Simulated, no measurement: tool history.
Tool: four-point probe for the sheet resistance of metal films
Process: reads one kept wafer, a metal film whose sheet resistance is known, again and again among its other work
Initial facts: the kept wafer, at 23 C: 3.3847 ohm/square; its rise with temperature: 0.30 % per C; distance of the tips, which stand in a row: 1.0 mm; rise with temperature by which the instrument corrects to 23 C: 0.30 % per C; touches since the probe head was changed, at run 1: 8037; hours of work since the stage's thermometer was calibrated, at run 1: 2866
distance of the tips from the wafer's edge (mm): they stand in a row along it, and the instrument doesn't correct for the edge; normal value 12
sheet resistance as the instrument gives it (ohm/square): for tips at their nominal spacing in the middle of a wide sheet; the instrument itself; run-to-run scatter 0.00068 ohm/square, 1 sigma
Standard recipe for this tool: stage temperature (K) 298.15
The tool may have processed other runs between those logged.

run,hour,stage temperature (K),distance of the tips from the wafer's edge (mm),touches since the probe head was changed,hours of work since the stage's thermometer was calibrated,sheet resistance as the instrument gives it (ohm/square)
1,0.0,298.15,12,8037,2866,3.396501
2,37.0,298.15,5,8971,2895,3.456573
3,68.8,298.15,5,9776,2920,3.455443
4,95.8,298.15,5,10457,2942,3.455924
# hour 107.3: stage's thermometer calibrated
5,131.8,298.15,13,11356,19,3.395843
6,172.1,298.15,65,12373,51,3.386550
7,212.9,298.15,21,13404,84,3.387591
8,265.3,298.15,12,14727,125,3.397586
9,301.9,298.15,12,15652,154,3.397749
10,360.0,298.15,12,17119,200,3.398282
11,385.2,298.15,12,17756,220,3.398564
12,433.3,298.15,12,18973,258,3.398629
13,488.9,299.15,6,20376,302,3.435432
14,517.6,299.15,6,21103,325,3.434836
15,544.3,302.15,13,21776,346,3.395429
16,600.8,305.15,12,23204,391,3.398781
17,636.4,299.15,11,24103,419,3.399557
18,693.6,301.15,45,25549,464,3.385457
19,730.4,297.15,12,26479,493,3.397807
20,774.6,297.15,12,27596,528,3.397979
21,803.7,296.15,5,28330,551,3.455971
22,838.0,296.15,5,29196,579,3.456555
23,864.3,304.15,12,29863,599,3.399479
24,899.8,292.15,20,30758,628,3.388186

Consider 3 possible next runs. They are alternatives, not a sequence: every one starts from the tool as it was left by run 24. What does each give?
A,959.4,299.15,7,32265,675,?
B,959.4,291.15,9,32265,675,?
C,959.4,296.15,4,32265,675,?

run,sheet resistance as the instrument gives it (ohm/square)
A,3.422112
B,3.405762
C,3.495296
What these runs would have given with no unlogged condition in the tool:
run,sheet resistance as the instrument gives it (ohm/square)
A,3.422029
B,3.405680
C,3.495212
